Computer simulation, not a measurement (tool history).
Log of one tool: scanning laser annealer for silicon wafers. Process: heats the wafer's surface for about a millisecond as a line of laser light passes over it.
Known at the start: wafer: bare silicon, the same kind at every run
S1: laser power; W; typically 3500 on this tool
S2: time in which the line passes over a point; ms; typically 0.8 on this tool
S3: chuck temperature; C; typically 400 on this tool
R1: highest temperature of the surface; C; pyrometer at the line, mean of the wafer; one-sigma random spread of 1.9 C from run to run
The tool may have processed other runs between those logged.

{"run": 1, "hour": 0.0, "S1": 3500, "S2": 0.8, "S3": 400, "R1": 1109}
{"run": 2, "hour": 34.7, "S1": 3500, "S2": 0.8, "S3": 400, "R1": 1112}
{"run": 3, "hour": 68.8, "S1": 3500, "S2": 0.8, "S3": 400, "R1": 1109}
{"run": 4, "hour": 103.3, "S1": 3500, "S2": 0.8, "S3": 400, "R1": 1103}
{"run": 5, "hour": 154.8, "S1": 3500, "S2": 0.8, "S3": 400, "R1": 1107}
{"run": 6, "hour": 204.9, "S1": 3500, "S2": 0.8, "S3": 400, "R1": 1105}
{"run": 7, "hour": 254.1, "S1": 3321, "S2": 0.8, "S3": 400, "R1": 1063}
{"run": 8, "hour": 292.3, "S1": 3321, "S2": 0.8, "S3": 400, "R1": 1057}
{"run": 9, "hour": 332.2, "S1": 3321, "S2": 0.8, "S3": 400, "R1": 1056}
{"run": 10, "hour": 388.5, "S1": 3321, "S2": 0.8, "S3": 417, "R1": 1071}
{"run": 11, "hour": 423.8, "S1": 3500, "S2": 0.8, "S3": 400, "R1": 1093}
{"run": 12, "hour": 488.6, "S1": 3500, "S2": 0.8, "S3": 400, "R1": 1089}
{"run": 13, "hour": 537.6, "S1": 3500, "S2": 0.8, "S3": 400, "R1": 1087}
{"hour": 564.7, "done": "window over the wafer cleaned"}
{"run": 14, "hour": 585.9, "S1": 3500, "S2": 0.8, "S3": 400, "R1": 1106}
{"run": 15, "hour": 656.4, "S1": 3500, "S2": 0.8, "S3": 400, "R1": 1105}
{"run": 16, "hour": 689.6, "S1": 3500, "S2": 0.8, "S3": 400, "R1": 1101}
{"run": 17, "hour": 751.0, "S1": 3500, "S2": 0.8, "S3": 410, "R1": 1109}
{"run": 18, "hour": 816.2, "S1": 3500, "S2": 0.8, "S3": 410, "R1": 1109}
{"run": 19, "hour": 850.7, "S1": 3580, "S2": 0.8, "S3": 410, "R1": 1125}
{"run": 20, "hour": 914.4, "S1": 3580, "S2": 0.8, "S3": 410, "R1": 1123}
{"run": 21, "hour": 963.3, "S1": 3580, "S2": 0.8, "S3": 410, "R1": 1123}
{"run": 22, "hour": 1013.4, "S1": 3500, "S2": 0.651, "S3": 421, "R1": 1051}

Run 23 comes next. What will it give?
{"run": 23, "hour": 1067.4, "S1": 3786, "S2": 0.939, "S3": 400, "R1": "?"}

R1: 1207 C
With the hidden condition absent and the run-to-run variation left alone, this run would have shown R1 1245 C.

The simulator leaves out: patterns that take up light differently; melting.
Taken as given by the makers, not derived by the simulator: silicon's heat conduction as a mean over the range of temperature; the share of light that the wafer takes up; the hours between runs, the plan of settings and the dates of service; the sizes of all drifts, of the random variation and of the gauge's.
